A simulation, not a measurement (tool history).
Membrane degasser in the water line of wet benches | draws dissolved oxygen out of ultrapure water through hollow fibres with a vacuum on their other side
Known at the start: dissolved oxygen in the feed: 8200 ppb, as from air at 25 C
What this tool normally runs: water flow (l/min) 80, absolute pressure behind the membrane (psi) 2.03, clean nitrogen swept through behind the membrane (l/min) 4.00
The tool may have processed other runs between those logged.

run,hour,water flow (l/min),absolute pressure behind the membrane (psi),clean nitrogen swept through behind the membrane (l/min),dissolved oxygen in the water behind the degasser (ppb),pressure that the water loses in the fibres (psi)
1,0.0,80,2.03,4.00,612.2,7.575
2,122.9,80,2.03,4.00,623.4,7.620
3,286.2,80,2.03,4.00,626.6,7.651
# hour 302.9: seals of the vacuum lines changed
4,441.9,80,2.03,4.00,628.1,7.722
5,588.1,80,1.23,4.00,399.1,7.671
6,760.1,80,1.23,4.00,405.1,7.638
7,882.3,80,2.23,4.00,684.8,7.716
8,1054.7,80,2.23,4.00,672.6,7.725
9,1204.7,80,2.23,3.23,766.7,7.700
10,1346.4,80,2.23,3.23,781.5,7.716
11,1446.6,80,2.23,3.23,785.1,7.723
12,1608.5,80,2.23,3.23,772.3,7.704
13,1756.7,80,2.23,3.23,768.2,7.667
14,1882.9,80,2.03,7.86,425.1,7.713
15,2044.2,80,2.03,4.85,557.4,7.783
16,2146.5,127,2.03,4.00,1003.9,12.333
# hour 2204.5: vacuum gauge calibrated
17,2279.1,116,5.02,1.83,2787.7,11.239
18,2363.5,66,1.71,3.22,499.5,6.448
19,2509.3,121,2.03,2.20,1293.0,11.752
20,2615.8,121,2.03,2.20,1285.2,11.777
21,2794.5,89,4.73,9.36,802.4,8.676
22,2965.0,77,2.03,2.85,736.5,7.522
23,3052.4,77,2.03,2.85,721.4,7.490
# hour 3143.4: gauge calibrated
24,3156.1,77,2.03,2.85,739.8,7.358
25,3275.5,81,1.42,5.78,387.0,7.633
26,3454.7,84,1.42,5.47,419.6,8.050
27,3617.0,50,2.15,8.56,229.5,4.792
28,3694.1,50,1.29,2.04,364.7,4.782
29,3871.0,50,1.29,2.04,359.4,4.766
30,3969.9,50,1.29,9.51,147.0,4.798
31,4042.6,80,1.28,5.14,371.5,7.722
32,4156.6,80,1.28,5.14,369.4,7.699

For some of the steps in pressure that the water loses in the fibres (psi) from one run to the next: how much would appear even if the tool had no hidden state, given the settings, what came in and random variation, and how much remains for the hidden state plus any gauge scatter that the measured result and the result without hidden state don't share?
Unlogged tool condition in this case: membrane still open, %; true pressure behind the membrane over the reading, kPa; air that leaks in behind the membrane, l/min; drift of the gauge itself on oxygen_ppb, %; drift of the gauge itself on loss_of_pressure_kpa, %.
Run 15 -> 16: water flow (l/min) 80 -> 127, clean nitrogen swept through behind the membrane (l/min) 4.85 -> 4.00. pressure that the water loses in the fibres (psi) +4.550: hidden state +0.081, all else +4.469.
Run 17 -> 18: water flow (l/min) 116 -> 66, absolute pressure behind the membrane (psi) 5.02 -> 1.71, clean nitrogen swept through behind the membrane (l/min) 1.83 -> 3.22. pressure that the water loses in the fibres (psi) -4.791: hidden state -0.081, all else -4.709.
Run 18 -> 19: water flow (l/min) 66 -> 121, absolute pressure behind the membrane (psi) 1.71 -> 2.03, clean nitrogen swept through behind the membrane (l/min) 3.22 -> 2.20. pressure that the water loses in the fibres (psi) +5.304: hidden state +0.112, all else +5.192.
Run 23 -> 24: gauge calibrated. pressure that the water loses in the fibres (psi) -0.132: hidden state -0.165, all else +0.033.
